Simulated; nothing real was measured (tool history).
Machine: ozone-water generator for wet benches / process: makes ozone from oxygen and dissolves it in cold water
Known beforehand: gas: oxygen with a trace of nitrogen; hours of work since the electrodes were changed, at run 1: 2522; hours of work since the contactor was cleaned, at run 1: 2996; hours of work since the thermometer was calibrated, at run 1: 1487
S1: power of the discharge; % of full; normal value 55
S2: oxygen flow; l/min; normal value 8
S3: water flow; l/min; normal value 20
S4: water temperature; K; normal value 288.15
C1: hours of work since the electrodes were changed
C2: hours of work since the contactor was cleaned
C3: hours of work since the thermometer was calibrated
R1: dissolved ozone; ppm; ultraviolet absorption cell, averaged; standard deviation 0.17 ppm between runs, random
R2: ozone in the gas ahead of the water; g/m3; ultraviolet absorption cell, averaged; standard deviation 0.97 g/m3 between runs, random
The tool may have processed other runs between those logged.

run   hour  S1    S2  S3      S4    C1    C2    C3    R1     R2
  1      0  55     8  20  288.15  2522  2996  1487  22.1  156.6
  2   63.5  55  5.14  20  288.15  2583  3057  1548  20.9  187.1
  3  130.8  70     8  20  288.15  2647  3121  1612  26.2  190.1
  4    176  70     8  20  288.15  2691  3165  1655  26.6    190
  5  222.5  70     8  20  288.15  2735  3209  1700    26  192.5
  6  295.8  55     8  20  288.15  2805  3279  1770  21.7  155.6

Run 7 comes next. What will it give?
  7  377.8  53  8.09  31  288.15  2883  3357  1848   ?   ?

R1: 15.2 ppm
R2: 150 g/m3
The same run, on a tool lacking any hidden state, would have yielded R1 16.8 ppm, R2 158.7 g/m3.
